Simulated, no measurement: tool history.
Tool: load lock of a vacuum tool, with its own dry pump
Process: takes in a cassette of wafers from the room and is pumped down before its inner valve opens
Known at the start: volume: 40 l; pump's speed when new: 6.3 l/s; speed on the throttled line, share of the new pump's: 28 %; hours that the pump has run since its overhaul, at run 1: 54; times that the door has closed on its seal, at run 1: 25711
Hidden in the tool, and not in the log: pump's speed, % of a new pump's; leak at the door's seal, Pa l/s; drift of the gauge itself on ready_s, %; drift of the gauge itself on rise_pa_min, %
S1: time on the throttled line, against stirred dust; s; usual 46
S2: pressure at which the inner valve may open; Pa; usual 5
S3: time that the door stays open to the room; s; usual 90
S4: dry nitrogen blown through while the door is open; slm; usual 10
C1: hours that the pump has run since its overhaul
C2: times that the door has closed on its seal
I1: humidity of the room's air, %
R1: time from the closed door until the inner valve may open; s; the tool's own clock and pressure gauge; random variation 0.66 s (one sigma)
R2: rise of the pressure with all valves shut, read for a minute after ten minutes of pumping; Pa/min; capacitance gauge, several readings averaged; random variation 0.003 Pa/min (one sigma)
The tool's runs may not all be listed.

run,hour,S1,S2,S3,S4,C1,C2,I1,R1,R2
1,0.0,46,5,90,10,54,25711,41.6,96.2,0.304
2,82.7,46,4,90,10,137,25992,43.0,99.1,0.298
3,175.3,46,5,90,10,230,26307,48.2,97.6,0.308
4,272.7,46,5,90,10,327,26639,45.9,97.6,0.315
5,377.5,46,5,90,10,432,26995,43.7,97.1,0.331
6,475.9,46,5,90,10,530,27330,42.2,98.7,0.319
7,564.6,46,5,78,10,619,27632,44.4,96.7,0.337
8,644.2,46,5,78,10,699,27903,46.4,98.1,0.342
9,709.1,46,5,78,10,763,28123,45.7,97.5,0.344
10,804.4,46,5,78,10,859,28448,43.1,98.1,0.347
11,899.9,46,5,78,10,954,28772,44.1,99.6,0.350
12,952.7,46,5,78,9,1007,28952,46.0,97.8,0.356
13,1065.7,46,5,60,9,1120,29337,44.4,97.3,0.350
14,1177.6,46,4,60,9,1232,29717,40.5,99.6,0.364
15,1258.2,46,4,60,9,1313,29992,47.3,98.1,0.369
16,1353.9,46,4,60,9,1408,30317,46.0,100.4,0.386
17,1463.4,46,4,60,9,1518,30690,46.6,99.2,0.383
18,1577.4,46,4,60,9,1632,31078,43.9,99.9,0.397
19,1678.9,46,4,60,9,1733,31423,44.9,100.1,0.396
20,1744.2,76,5,100,10,1799,31645,47.3,119.9,0.414
21,1795.0,33,5,33,11,1849,31818,50.4,89.3,0.402
22,1872.5,58,5,90,9,1927,32082,45.4,106.6,0.424
23,1951.2,31,5,90,33,2005,32349,49.8,87.1,0.419
24,2028.0,31,5,90,33,2082,32611,43.6,86.6,0.420
25,2130.4,24,6,61,16,2185,32959,50.6,81.5,0.440
# hour 2150.7: door's seal changed, seat wiped
26,2204.9,30,5,161,10,2258,184,47.4,85.8,0.063
27,2302.3,30,5,161,10,2355,516,47.3,86.2,0.066
28,2367.1,46,5,76,6,2420,736,43.8,97.5,0.046
29,2416.4,46,5,76,6,2469,904,45.4,99.1,0.045
30,2507.2,33,7,125,6,2560,1213,43.8,85.9,0.063
31,2606.0,46,5,90,21,2659,1549,43.9,98.5,0.039
32,2672.6,80,5,152,4,2725,1776,49.3,123.4,0.077
33,2735.6,46,5,90,15,2788,1990,44.3,97.6,0.046
34,2798.7,46,4,90,6,2852,2205,41.2,100.8,0.048
35,2863.7,46,5,44,10,2917,2426,43.4,99.3,0.035
36,2930.4,70,5,79,12,2983,2653,44.9,114.7,0.047
37,3040.7,70,5,79,12,3094,3028,42.5,114.2,0.047
38,3130.2,29,6,33,44,3183,3332,46.3,85.2,0.034

3 ways to go on from here, each from the tool as it stands after run 38. What would each give?
A,3207.6,29,9,33,5,3260,3596,42.7,?,?
B,3207.6,29,6,156,44,3260,3596,43.5,?,?
C,3207.6,92,6,33,13,3260,3596,44.9,?,?

run,R1,R2
A,81.6,0.046
B,85.5,0.051
C,129.4,0.038
Without the tool's hidden state the same runs would have given:
run,R1,R2
A,80.4,0.029
B,84.2,0.034
C,128.5,0.021

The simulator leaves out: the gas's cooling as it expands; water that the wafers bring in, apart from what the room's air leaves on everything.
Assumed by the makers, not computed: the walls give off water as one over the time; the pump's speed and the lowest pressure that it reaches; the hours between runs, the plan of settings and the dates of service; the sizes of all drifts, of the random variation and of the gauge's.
